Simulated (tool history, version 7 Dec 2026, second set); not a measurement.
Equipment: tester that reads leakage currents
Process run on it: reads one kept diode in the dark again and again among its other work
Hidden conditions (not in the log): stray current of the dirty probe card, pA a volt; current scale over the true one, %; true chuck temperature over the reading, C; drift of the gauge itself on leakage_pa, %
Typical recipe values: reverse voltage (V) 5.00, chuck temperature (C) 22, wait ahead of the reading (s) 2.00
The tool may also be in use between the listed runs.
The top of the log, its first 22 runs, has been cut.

run,hour,reverse voltage (V),chuck temperature (C),wait ahead of the reading (s),hours of work since the probe card was cleaned,hours of work since the tester was calibrated,hours of work since the chuck was calibrated,current that the tester gives (pA)
23,1334.6,4.93,22,2.00,1568,2324,411,106.99
24,1375.0,1.84,52,2.27,1589,2346,432,783.28
25,1457.1,1.84,52,2.27,1633,2390,476,780.82
26,1509.4,1.84,52,2.27,1661,2418,504,769.82
27,1579.5,1.77,58,1.79,1699,2455,542,1160.18
28,1617.9,1.77,58,1.79,1719,2476,562,1157.33
29,1662.3,1.77,58,1.79,1743,2500,586,1150.16
30,1714.9,5.00,28,3.12,1771,2528,614,170.63
31,1794.0,5.00,22,0.39,1814,2570,657,103.16
32,1840.8,5.00,23,0.36,1839,2595,682,111.24
33,1922.1,5.00,23,0.36,1882,2639,725,110.24
34,1977.7,8.32,23,0.36,1912,2669,755,132.08
35,2027.3,12.07,42,2.00,1939,2695,782,669.78
36,2062.8,12.07,42,2.00,1958,2714,801,667.03
37,2144.2,12.07,24,5.35,2001,2758,844,160.78
38,2183.5,15.65,34,5.35,2023,2779,865,390.92
39,2258.1,1.06,28,0.65,2062,2819,905,94.89

Below are 4 alternative next runs, each starting from the tool's condition after run 39. Predict each:
A,2336.8,18.58,29,2.00,2105,2861,948,?
B,2336.8,1.62,34,4.83,2105,2861,948,?
C,2336.8,5.00,23,2.00,2105,2861,948,?
D,2336.8,1.50,28,6.36,2105,2861,948,?

run,current that the tester gives (pA)
A,276.31
B,176.53
C,105.33
D,105.63
Had the tool no hidden state, the same runs would have come out as:
run,current that the tester gives (pA)
A,318.54
B,210.47
C,124.01
D,126.39
